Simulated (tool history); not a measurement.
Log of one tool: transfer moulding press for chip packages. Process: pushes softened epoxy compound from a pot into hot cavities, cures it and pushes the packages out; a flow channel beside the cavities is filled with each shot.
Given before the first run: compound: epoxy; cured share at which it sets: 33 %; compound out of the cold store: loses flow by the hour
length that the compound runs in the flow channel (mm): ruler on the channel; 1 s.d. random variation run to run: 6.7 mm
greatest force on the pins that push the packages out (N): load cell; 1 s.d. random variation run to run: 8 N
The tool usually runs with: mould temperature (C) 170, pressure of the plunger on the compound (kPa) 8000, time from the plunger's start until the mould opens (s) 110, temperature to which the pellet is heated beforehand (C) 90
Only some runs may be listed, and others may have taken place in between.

| run | hour | mould temperature (C) | pressure of the plunger on the compound (kPa) | time from the plunger's start until the mould opens (s) | temperature to which the pellet is heated beforehand (C) | incoming compound's hours out of the cold store | length that the compound runs in the flow channel (mm) | greatest force on the pins that push the packages out (N) |
|---|---|---|---|---|---|---|---|---|
| 1 | 0 | 170 | 8000 | 110 | 90 | 45.3 | 764 | 338 |
| 2 | 6.5 | 170 | 8000 | 122 | 90 | 33.8 | 809 | 325 |
| 3 | 14.6 | 170 | 8000 | 110 | 90 | 21.2 | 854 | 356 |
| 4 | 18.9 | 170 | 8000 | 110 | 82 | 47 | 742 | 320 |
| 5 | 25.5 | 170 | 8000 | 93 | 90 | 19.2 | 874 | 449 |
| 6 | 33.2 | 170 | 8000 | 93 | 90 | 45.3 | 752 | 399 |
| 7 | 40 | 170 | 8000 | 93 | 90 | 39.1 | 769 | 422 |
| 8 | 49.5 | 173 | 8000 | 110 | 90 | 22.2 | 828 | 318 |
| 9 | 56.9 | 173 | 8000 | 138 | 90 | 29.2 | 809 | 300 |
| 10 | 66.6 | 170 | 8000 | 110 | 90 | 36.4 | 794 | 349 |
| 11 | 75.8 | 170 | 8000 | 110 | 90 | 32.6 | 807 | 351 |
| 12 | 83.6 | 170 | 8000 | 110 | 90 | 10.2 | 904 | 356 |
| 13 | 88.4 | 170 | 8000 | 110 | 90 | 44.9 | 752 | 327 |
| 14 | 98.4 | 162 | 8000 | 110 | 90 | 36.3 | 826 | 540 |
|  | 101.3 | cavities cleaned with cleaning compound and waxed |
| 15 | 108.8 | 170 | 9270 | 110 | 97 | 43.5 | 814 | 339 |
| 16 | 116.5 | 170 | 9270 | 110 | 82 | 41.8 | 817 | 333 |
| 17 | 126.7 | 170 | 8000 | 127 | 90 | 10.3 | 925 | 315 |
| 18 | 132.2 | 170 | 8000 | 127 | 90 | 42.8 | 757 | 300 |
| 19 | 140.2 | 170 | 6410 | 110 | 90 | 20.8 | 766 | 341 |
| 20 | 148.8 | 170 | 6410 | 110 | 90 | 19.9 | 768 | 349 |
| 21 | 157.9 | 170 | 9620 | 110 | 94 | 35.1 | 870 | 344 |
| 22 | 167.4 | 169 | 9810 | 108 | 92 | 11.8 | 1015 | 367 |
| 23 | 173.2 | 177 | 6470 | 105 | 94 | 16.5 | 759 | 305 |
| 24 | 177.5 | 167 | 8000 | 110 | 90 | 26 | 856 | 402 |
| 25 | 182.1 | 167 | 8000 | 110 | 90 | 33.1 | 822 | 393 |
| 26 | 191.8 | 167 | 8000 | 104 | 94 | 8.2 | 941 | 449 |
| 27 | 201.4 | 170 | 7820 | 110 | 90 | 11.3 | 906 | 351 |
| 28 | 206.9 | 170 | 7820 | 110 | 90 | 22.3 | 858 | 349 |

Each row is a separate what-if for the run after 28, all from the same tool condition, not one after another. Results?
| A | 213.6 | 170 | 7820 | 110 | 92 | 10.1 | ? | ? |
| B | 213.6 | 170 | 9260 | 119 | 90 | 20.3 | ? | ? |
| C | 213.6 | 170 | 7010 | 110 | 90 | 14.9 | ? | ? |
| D | 213.6 | 165 | 8010 | 110 | 90 | 25.1 | ? | ? |
| E | 213.6 | 169 | 9950 | 110 | 90 | 21.7 | ? | ? |

| run | length that the compound runs in the flow channel (mm) | greatest force on the pins that push the packages out (N) |
|---|---|---|
| A | 895 | 352 |
| B | 925 | 312 |
| C | 823 | 353 |
| D | 870 | 446 |
| E | 955 | 349 |
Had the tool no hidden state, the same runs would have come out as:
| run | length that the compound runs in the flow channel (mm) | greatest force on the pins that push the packages out (N) |
|---|---|---|
| A | 896 | 350 |
| B | 925 | 309 |
| C | 823 | 351 |
| D | 871 | 443 |
| E | 955 | 346 |
